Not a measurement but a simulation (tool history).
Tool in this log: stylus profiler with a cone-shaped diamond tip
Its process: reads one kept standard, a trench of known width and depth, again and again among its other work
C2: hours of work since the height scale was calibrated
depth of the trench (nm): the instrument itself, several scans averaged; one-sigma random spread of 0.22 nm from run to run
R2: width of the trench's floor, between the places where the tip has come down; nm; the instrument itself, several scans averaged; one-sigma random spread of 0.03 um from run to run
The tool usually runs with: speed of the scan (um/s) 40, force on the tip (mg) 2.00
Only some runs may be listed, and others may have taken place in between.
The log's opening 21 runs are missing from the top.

Run 22, day 78.200: usual settings but speed of the scan (um/s) 121, force on the tip (mg) 4.02; scans with this tip 8748; C2 1313. Result: depth of the trench (nm) 1003.69, R2 24310 nm.
Run 23, day 81.812: usual settings but speed of the scan (um/s) 20, force on the tip (mg) 5.23; scans with this tip 9180; C2 1378. Result: depth of the trench (nm) 1004.91, R2 24430 nm.
Run 24, day 86.350: usual settings but speed of the scan (um/s) 20, force on the tip (mg) 5.23; scans with this tip 9725; C2 1460. Result: depth of the trench (nm) 1004.67, R2 24360 nm.
Run 25, day 89.196: usual settings but speed of the scan (um/s) 58, force on the tip (mg) 1.84; scans with this tip 10066; C2 1511. Result: depth of the trench (nm) 998.41, R2 24180 nm.
Run 26, day 92.225: usual settings but force on the tip (mg) 1.33; scans with this tip 10429; C2 1566. Result: depth of the trench (nm) 996.92, R2 24140 nm.
Run 27, day 95.938: usual settings but speed of the scan (um/s) 16, force on the tip (mg) 2.28; scans with this tip 10874; C2 1633. Result: depth of the trench (nm) 999.06, R2 24230 nm.
At day 97.446: height scale calibrated on a step standard.
Run 28, day 98.517: usual settings but speed of the scan (um/s) 33, force on the tip (mg) 3.40; scans with this tip 11181; C2 19. Result: depth of the trench (nm) 1009.06, R2 24120 nm.
Run 29, day 102.950: usual settings but speed of the scan (um/s) 33, force on the tip (mg) 5.56; scans with this tip 11712; C2 99. Result: depth of the trench (nm) 1012.36, R2 24060 nm.
Run 30, day 106.133: usual settings but speed of the scan (um/s) 33, force on the tip (mg) 5.56; scans with this tip 12094; C2 156. Result: depth of the trench (nm) 1011.71, R2 23990 nm.
Run 31, day 111.062: usual settings but speed of the scan (um/s) 33, force on the tip (mg) 4.63; scans with this tip 12685; C2 245. Result: depth of the trench (nm) 1010.19, R2 23940 nm.
Run 32, day 115.238: usual settings but speed of the scan (um/s) 11, force on the tip (mg) 2.08; scans with this tip 13186; C2 320. Result: depth of the trench (nm) 1005.19, R2 23870 nm.
Run 33, day 118.438: usual settings but speed of the scan (um/s) 11, force on the tip (mg) 2.08; scans with this tip 13569; C2 378. Result: depth of the trench (nm) 1004.97, R2 23850 nm.

Below are 5 alternative next runs, each starting from the tool's condition after run 33. Predict each:
Run A, day 122.321: usual settings but speed of the scan (um/s) 72, force on the tip (mg) 4.02; scans with this tip 14035; C2 448. Result: depth of the trench (nm) ?, R2 ?.
Run B, day 122.321: usual settings but speed of the scan (um/s) 24, force on the tip (mg) 4.60; scans with this tip 14035; C2 448. Result: depth of the trench (nm) ?, R2 ?.
Run C, day 122.321: usual settings but force on the tip (mg) 2.89; scans with this tip 14035; C2 448. Result: depth of the trench (nm) ?, R2 ?.
Run D, day 122.321: usual settings but speed of the scan (um/s) 73; scans with this tip 14035; C2 448. Result: depth of the trench (nm) ?, R2 ?.
Run E, day 122.321: usual settings but speed of the scan (um/s) 78, force on the tip (mg) 1.52; scans with this tip 14035; C2 448. Result: depth of the trench (nm) ?, R2 ?.

run  depth of the trench (nm)     R2
  A                   1008.03  23730
  B                   1009.16  23730
  C                   1006.12  23700
  D                   1003.83  23590
  E                   1003.25  23540
Without the tool's unlogged condition, the same runs would have read:
run  depth of the trench (nm)     R2
  A                   1010.11  25910
  B                   1011.25  25910
  C                   1008.20  25890
  D                   1005.91  25770
  E                   1005.32  25730

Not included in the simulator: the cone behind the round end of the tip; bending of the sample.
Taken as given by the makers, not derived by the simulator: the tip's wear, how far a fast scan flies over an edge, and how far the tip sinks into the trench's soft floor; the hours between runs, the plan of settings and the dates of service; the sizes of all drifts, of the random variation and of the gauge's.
